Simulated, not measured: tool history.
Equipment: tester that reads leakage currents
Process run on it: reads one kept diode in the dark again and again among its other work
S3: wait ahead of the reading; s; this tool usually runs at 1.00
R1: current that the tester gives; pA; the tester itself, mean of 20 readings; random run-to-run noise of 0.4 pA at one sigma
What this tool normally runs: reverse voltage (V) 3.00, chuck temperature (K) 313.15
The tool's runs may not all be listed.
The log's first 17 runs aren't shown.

run 18 hour=696.9 | reverse_voltage_(V)=3.00 chuck_temperature_(K)=313.15 S3=1.00 | R1=132.96
run 19 hour=736.9 | reverse_voltage_(V)=3.00 chuck_temperature_(K)=313.15 S3=1.00 | R1=131.74
-- hour=746.3 chuck's temperature calibrated
run 20 hour=773.9 | reverse_voltage_(V)=3.00 chuck_temperature_(K)=315.15 S3=2.09 | R1=151.27
run 21 hour=806.1 | reverse_voltage_(V)=6.90 chuck_temperature_(K)=295.15 S3=0.59 | R1=57.38
run 22 hour=837.7 | reverse_voltage_(V)=1.69 chuck_temperature_(K)=307.15 S3=4.95 | R1=60.72
run 23 hour=868.0 | reverse_voltage_(V)=1.69 chuck_temperature_(K)=307.15 S3=4.95 | R1=60.68
run 24 hour=907.7 | reverse_voltage_(V)=1.69 chuck_temperature_(K)=307.15 S3=4.95 | R1=60.69
run 25 hour=956.4 | reverse_voltage_(V)=8.41 chuck_temperature_(K)=328.15 S3=1.00 | R1=668.88
run 26 hour=980.4 | reverse_voltage_(V)=8.41 chuck_temperature_(K)=328.15 S3=1.00 | R1=671.40
run 27 hour=1013.0 | reverse_voltage_(V)=5.16 chuck_temperature_(K)=310.15 S3=1.00 | R1=147.46
run 28 hour=1056.6 | reverse_voltage_(V)=3.00 chuck_temperature_(K)=317.15 S3=4.62 | R1=173.45
run 29 hour=1108.0 | reverse_voltage_(V)=3.00 chuck_temperature_(K)=317.15 S3=4.62 | R1=175.49
run 30 hour=1143.6 | reverse_voltage_(V)=16.10 chuck_temperature_(K)=307.15 S3=1.00 | R1=229.47
run 31 hour=1187.9 | reverse_voltage_(V)=4.77 chuck_temperature_(K)=304.15 S3=0.38 | R1=92.25
run 32 hour=1238.2 | reverse_voltage_(V)=4.77 chuck_temperature_(K)=304.15 S3=0.38 | R1=92.13
run 33 hour=1265.3 | reverse_voltage_(V)=1.38 chuck_temperature_(K)=303.15 S3=7.02 | R1=39.99
run 34 hour=1311.2 | reverse_voltage_(V)=1.27 chuck_temperature_(K)=312.15 S3=0.94 | R1=74.24
run 35 hour=1331.8 | reverse_voltage_(V)=1.27 chuck_temperature_(K)=312.15 S3=0.94 | R1=74.48
run 36 hour=1354.4 | reverse_voltage_(V)=3.00 chuck_temperature_(K)=313.15 S3=6.23 | R1=131.50

Consider 5 possible next runs. They are alternatives, not a sequence: every one starts from the tool as it was left by run 36. What does each give?
run A hour=1402.7 | reverse_voltage_(V)=3.00 chuck_temperature_(K)=322.15 S3=1.00 | R1=?
run B hour=1402.7 | reverse_voltage_(V)=11.96 chuck_temperature_(K)=293.15 S3=3.25 | R1=?
run C hour=1402.7 | reverse_voltage_(V)=1.25 chuck_temperature_(K)=293.15 S3=6.23 | R1=?
run D hour=1402.7 | reverse_voltage_(V)=16.92 chuck_temperature_(K)=312.15 S3=8.24 | R1=?
run E hour=1402.7 | reverse_voltage_(V)=2.71 chuck_temperature_(K)=319.15 S3=0.35 | R1=?

run=A R1=246.14
run=B R1=65.61
run=C R1=17.26
run=D R1=338.13
run=E R1=191.17
Take away the tool's hidden state, keep each run's random variation, and the runs would have read:
run=A R1=246.11
run=B R1=65.57
run=C R1=17.26
run=D R1=338.05
run=E R1=191.15
